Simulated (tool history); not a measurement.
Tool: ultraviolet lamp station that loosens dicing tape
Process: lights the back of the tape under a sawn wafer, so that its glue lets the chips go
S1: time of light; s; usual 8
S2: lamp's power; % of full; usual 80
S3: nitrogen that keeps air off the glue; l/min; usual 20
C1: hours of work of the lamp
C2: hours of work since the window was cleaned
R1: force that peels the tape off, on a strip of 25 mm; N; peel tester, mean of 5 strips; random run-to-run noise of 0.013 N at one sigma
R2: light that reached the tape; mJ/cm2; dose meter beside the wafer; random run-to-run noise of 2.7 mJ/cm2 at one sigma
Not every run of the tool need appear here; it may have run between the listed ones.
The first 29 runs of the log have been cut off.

run     day  S1  S2  S3    C1   C2     R1   R2
 30  44.254   6  73  20   741  382  1.076  235
 31  46.304   8  78  28   776  417  0.524  337
 32  47.325   4  80  20   793  434  1.524  169
 33  48.575   5  79   9   815  456  1.636  217
 34  49.942  12  73  11   838  479  0.542  473
 35  51.379  12  73  11   862  503  0.531  470
 36  53.529  15  64  10   899  540  0.483  521
     54.042  -- window cleaned of glue's vapour
 37  55.208  15  64  10   927   20  0.485  518
 38  56.600   8  80   9   951   43  0.949  348
 39  58.758   6  73  23   987   80  0.979  236
 40  59.954  12  92  20  1008  101  0.267  598
 41  61.238  12  92  20  1029  122  0.282  600
 42  62.438   8  66  13  1050  143  1.022  290

5 options for the next run, each taken on its own from the tool as it stands now. Forecast them:
  A  63.400   7  82  22  1066  159   ?   ?
  B  63.400  16  80  15  1066  159   ?   ?
  C  63.400   8  71  10  1066  159   ?   ?
  D  63.400   8  80   9  1066  159   ?   ?
  E  63.400   8  80  25  1066  159   ?   ?

run     R1   R2
  A  0.692  312
  B  0.258  704
  C  1.044  306
  D  0.956  346
  E  0.524  345
The same runs, with their run-to-run variation unchanged, on a tool lacking any hidden condition would have given:
run     R1   R2
  A  0.690  313
  B  0.258  706
  C  1.040  307
  D  0.953  347
  E  0.522  346
